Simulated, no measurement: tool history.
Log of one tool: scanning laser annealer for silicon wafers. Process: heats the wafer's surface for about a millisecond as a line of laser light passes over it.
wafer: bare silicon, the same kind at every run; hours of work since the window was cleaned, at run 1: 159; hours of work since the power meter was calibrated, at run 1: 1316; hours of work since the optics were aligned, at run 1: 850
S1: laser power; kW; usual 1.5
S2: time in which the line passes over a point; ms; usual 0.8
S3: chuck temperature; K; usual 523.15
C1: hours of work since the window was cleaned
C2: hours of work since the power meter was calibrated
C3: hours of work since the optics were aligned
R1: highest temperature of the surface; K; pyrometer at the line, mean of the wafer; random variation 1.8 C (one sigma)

run,hour,S1,S2,S3,C1,C2,C3,R1
1,0,1.5,0.8,523.15,159,1316,850,1229.15
2,50.9,1.5,0.8,523.15,197,1353,887,1232.15
3,106.4,1.5,0.8,523.15,237,1394,928,1228.15
4,177.8,1.5,0.8,523.15,289,1446,980,1227.15
5,233.8,1.5,0.8,514.15,330,1487,1021,1212.15
6,277.8,1.5,0.8,514.15,363,1519,1053,1215.15
7,311.3,1.5,0.8,514.15,387,1544,1078,1211.15
8,383.1,1.5,0.8,514.15,440,1596,1130,1212.15
9,433,1.5,0.8,514.15,476,1633,1167,1208.15
# hour 445.4: optics aligned, line set to its width
10,503.9,1.5,0.8,514.15,524,1681,43,1216.15
11,538.7,1.5,0.8,514.15,550,1707,68,1218.15
12,591.2,1.5,0.8,514.15,588,1745,107,1214.15
13,638.8,1.452,0.8,523.15,623,1780,142,1200.15
14,690.7,1.519,0.782,533.15,661,1818,179,1234.15
15,756.8,1.519,0.8,523.15,709,1866,228,1231.15
16,815.6,1.519,0.8,523.15,752,1909,271,1227.15
17,882.2,1.503,0.586,494.15,801,1958,320,1092.15
18,938,1.535,0.586,494.15,842,1999,360,1103.15
19,983.8,1.5,0.701,492.15,875,2032,394,1139.15
20,1046.7,1.525,0.978,497.15,921,2078,440,1265.15
# hour 1095.8: window over the wafer cleaned
21,1117.8,1.525,0.978,497.15,16,2129,490,1301.15
22,1161.9,1.525,0.978,497.15,48,2161,523,1299.15
23,1196.2,1.525,0.978,497.15,73,2186,548,1300.15
24,1248.1,1.617,0.978,519.15,111,2224,586,1366.15
25,1320.3,1.5,0.719,523.15,164,2277,639,1199.15

Forecast each of these 4 alternatives for the next run:
A,1376.3,1.491,0.563,523.15,205,2318,680,?
B,1376.3,1.5,0.628,523.15,205,2318,680,?
C,1376.3,1.5,0.719,562.15,205,2318,680,?
D,1376.3,1.368,0.774,502.15,205,2318,680,?

run,R1
A,1121.15
B,1159.15
C,1241.15
D,1143.15
Without the tool's hidden state the same runs would have given:
run,R1
A,1128.15
B,1166.15
C,1249.15
D,1151.15
